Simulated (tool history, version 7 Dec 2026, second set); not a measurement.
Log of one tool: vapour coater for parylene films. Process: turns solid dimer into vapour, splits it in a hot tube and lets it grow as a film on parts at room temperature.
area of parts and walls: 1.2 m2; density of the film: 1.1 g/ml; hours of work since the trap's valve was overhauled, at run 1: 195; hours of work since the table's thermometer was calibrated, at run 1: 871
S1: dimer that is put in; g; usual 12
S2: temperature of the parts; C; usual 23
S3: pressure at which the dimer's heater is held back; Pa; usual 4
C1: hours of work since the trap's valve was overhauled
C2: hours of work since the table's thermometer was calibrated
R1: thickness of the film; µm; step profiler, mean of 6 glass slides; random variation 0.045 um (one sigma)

run	hour	S1	S2	S3	C1	C2	R1
1	0	12	23	4	195	871	5.57
2	47.1	12	23	4	221	897	5.75
3	100.1	12	23	4	251	927	5.63
4	123.2	12	23	4	264	940	5.67
5	167.2	12	23	4	288	964	5.68
6	190.9	12	23	4	302	978	5.73
7	234.7	12	23	4	326	1002	5.61
8	258.2	12	23	4	339	1015	5.67
9	299.7	12	23	3.29	362	1039	5.89
10	351.8	12	23	4	392	1068	5.68
11	399.7	12	23	5.01	418	1094	5.41
# hour 440.3: trap's valve overhauled
12	442	12	23	4	1	1116	5.74
13	469.5	12	23	4	16	1131	5.67
14	511.9	9	23	2.48	40	1155	4.75
15	553.9	9	23	2.48	64	1179	4.72
16	587	15	18	6.29	82	1197	7.91
17	625.7	12	21	2.53	104	1219	6.85
18	671.7	12	21	2.53	130	1244	6.77
19	693.9	12	21	2.53	142	1257	6.72
20	721.6	18	33	4.17	157	1272	5.62
21	756.1	16	24	8.69	177	1292	6.14
22	779	11	16	10.83	190	1305	5.62
23	815.7	11	22	6.67	210	1325	4.83
24	855.6	11	22	6.67	232	1347	4.85
25	903.4	11	22	6.67	259	1374	4.86
26	954.3	15	22	3.91	288	1403	7.37

3 ways to go on from here, each from the tool as it stands after run 26. What would each give?
A	987.5	12	23	4.68	306	1421	?
B	987.5	12	23	4	306	1421	?
C	987.5	15	23	2.37	306	1421	?

run	R1
A	5.48
B	5.68
C	8.01
Without the tool's hidden state the same runs would have given:
run	R1
A	5.49
B	5.69
C	8.03
